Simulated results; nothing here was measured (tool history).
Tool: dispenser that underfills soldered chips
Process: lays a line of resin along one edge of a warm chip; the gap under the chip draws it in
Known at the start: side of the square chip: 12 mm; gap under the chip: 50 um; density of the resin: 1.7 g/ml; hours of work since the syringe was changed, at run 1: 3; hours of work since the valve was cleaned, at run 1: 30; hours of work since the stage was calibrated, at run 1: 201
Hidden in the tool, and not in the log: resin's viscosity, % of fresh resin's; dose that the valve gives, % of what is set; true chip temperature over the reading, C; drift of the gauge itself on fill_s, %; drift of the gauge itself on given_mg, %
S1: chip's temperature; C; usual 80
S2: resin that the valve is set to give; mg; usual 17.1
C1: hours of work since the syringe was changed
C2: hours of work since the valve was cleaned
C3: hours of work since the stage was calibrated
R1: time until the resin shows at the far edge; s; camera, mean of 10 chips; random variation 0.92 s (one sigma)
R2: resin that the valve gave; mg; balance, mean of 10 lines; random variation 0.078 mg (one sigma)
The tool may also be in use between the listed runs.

run 1 hour=0.0 | S1=80 S2=17.1 | C1=3 C2=30 C3=201 | R1=92.2 R2=16.77
run 2 hour=9.5 | S1=80 S2=17.1 | C1=10 C2=37 C3=208 | R1=115.9 R2=16.81
-- hour=10.8 new syringe of resin
run 3 hour=19.2 | S1=80 S2=17.1 | C1=6 C2=44 C3=215 | R1=100.1 R2=16.73
-- hour=25.9 new syringe of resin
run 4 hour=26.4 | S1=80 S2=17.1 | C1=0 C2=49 C3=220 | R1=85.8 R2=16.85
run 5 hour=31.1 | S1=80 S2=17.1 | C1=4 C2=52 C3=224 | R1=94.6 R2=16.71
run 6 hour=36.5 | S1=80 S2=17.1 | C1=8 C2=56 C3=228 | R1=107.5 R2=16.59
-- hour=41.3 new syringe of resin
run 7 hour=44.5 | S1=80 S2=17.1 | C1=2 C2=62 C3=233 | R1=90.7 R2=16.53
-- hour=50.7 dispensing valve cleaned and set on the balance
run 8 hour=53.8 | S1=80 S2=18.2 | C1=8 C2=2 C3=239 | R1=105.9 R2=18.19
-- hour=57.5 new syringe of resin
run 9 hour=62.0 | S1=80 S2=18.2 | C1=3 C2=8 C3=245 | R1=90.9 R2=18.20
run 10 hour=68.6 | S1=80 S2=18.2 | C1=8 C2=13 C3=250 | R1=106.0 R2=18.08
-- hour=73.2 new syringe of resin
run 11 hour=79.4 | S1=80 S2=18.2 | C1=5 C2=21 C3=258 | R1=93.3 R2=18.16
-- hour=88.6 new syringe of resin
run 12 hour=89.1 | S1=80 S2=18.2 | C1=0 C2=28 C3=264 | R1=85.0 R2=17.93
run 13 hour=96.4 | S1=80 S2=18.2 | C1=6 C2=33 C3=270 | R1=97.9 R2=17.69
-- hour=103.9 new syringe of resin
run 14 hour=104.8 | S1=80 S2=18.2 | C1=1 C2=39 C3=276 | R1=85.9 R2=17.88
run 15 hour=110.8 | S1=80 S2=19.9 | C1=5 C2=43 C3=280 | R1=95.2 R2=19.62
-- hour=118.8 new syringe of resin
run 16 hour=120.1 | S1=73 S2=18.2 | C1=1 C2=50 C3=287 | R1=118.3 R2=17.99
run 17 hour=128.7 | S1=89 S2=19.2 | C1=7 C2=56 C3=293 | R1=65.3 R2=18.80
-- hour=134.0 new syringe of resin
run 18 hour=134.5 | S1=68 S2=15.3 | C1=0 C2=60 C3=297 | R1=160.7 R2=14.95
-- hour=143.7 dispensing valve cleaned and set on the balance
run 19 hour=143.8 | S1=65 S2=15.6 | C1=6 C2=0 C3=303 | R1=222.8 R2=15.50
-- hour=150.7 new syringe of resin
run 20 hour=152.8 | S1=71 S2=21.2 | C1=2 C2=6 C3=310 | R1=132.9 R2=21.25
run 21 hour=158.0 | S1=84 S2=20.8 | C1=5 C2=10 C3=313 | R1=79.0 R2=20.84
-- hour=166.0 new syringe of resin
run 22 hour=168.0 | S1=84 S2=20.8 | C1=1 C2=17 C3=320 | R1=70.8 R2=20.68
run 23 hour=174.6 | S1=84 S2=20.8 | C1=6 C2=22 C3=325 | R1=81.7 R2=20.64
-- hour=181.2 new syringe of resin
run 24 hour=181.3 | S1=88 S2=15.8 | C1=0 C2=27 C3=330 | R1=58.2 R2=15.65
run 25 hour=189.0 | S1=80 S2=21.9 | C1=6 C2=33 C3=336 | R1=96.4 R2=21.56
run 26 hour=194.2 | S1=80 S2=21.9 | C1=9 C2=36 C3=339 | R1=110.1 R2=21.50
-- hour=197.1 new syringe of resin
run 27 hour=201.3 | S1=81 S2=16.2 | C1=3 C2=41 C3=344 | R1=86.2 R2=15.92
run 28 hour=211.0 | S1=81 S2=16.2 | C1=10 C2=48 C3=352 | R1=107.0 R2=15.88
-- hour=212.0 new syringe of resin
run 29 hour=221.8 | S1=72 S2=19.3 | C1=7 C2=56 C3=359 | R1=148.5 R2=18.88
-- hour=227.0 new syringe of resin
run 30 hour=233.0 | S1=94 S2=18.5 | C1=4 C2=64 C3=367 | R1=49.4 R2=18.03

3 ways to go on from here, each from the tool as it stands after run 30. What would each give?
-- hour=236.3 dispensing valve cleaned and set on the balance
run A hour=242.3 | S1=66 S2=14.5 | C1=11 C2=4 C3=373 | R1=? R2=?
-- hour=236.3 dispensing valve cleaned and set on the balance
run B hour=242.3 | S1=76 S2=17.7 | C1=11 C2=4 C3=373 | R1=? R2=?
-- hour=236.3 dispensing valve cleaned and set on the balance
run C hour=242.3 | S1=78 S2=16.3 | C1=11 C2=4 C3=373 | R1=? R2=?

run=A R1=245.3 R2=14.38
run=B R1=139.2 R2=17.56
run=C R1=126.9 R2=16.20
Without the tool's hidden state the same runs would have given:
run=A R1=188.1 R2=14.43
run=B R1=106.5 R2=17.62
run=C R1=97.0 R2=16.25

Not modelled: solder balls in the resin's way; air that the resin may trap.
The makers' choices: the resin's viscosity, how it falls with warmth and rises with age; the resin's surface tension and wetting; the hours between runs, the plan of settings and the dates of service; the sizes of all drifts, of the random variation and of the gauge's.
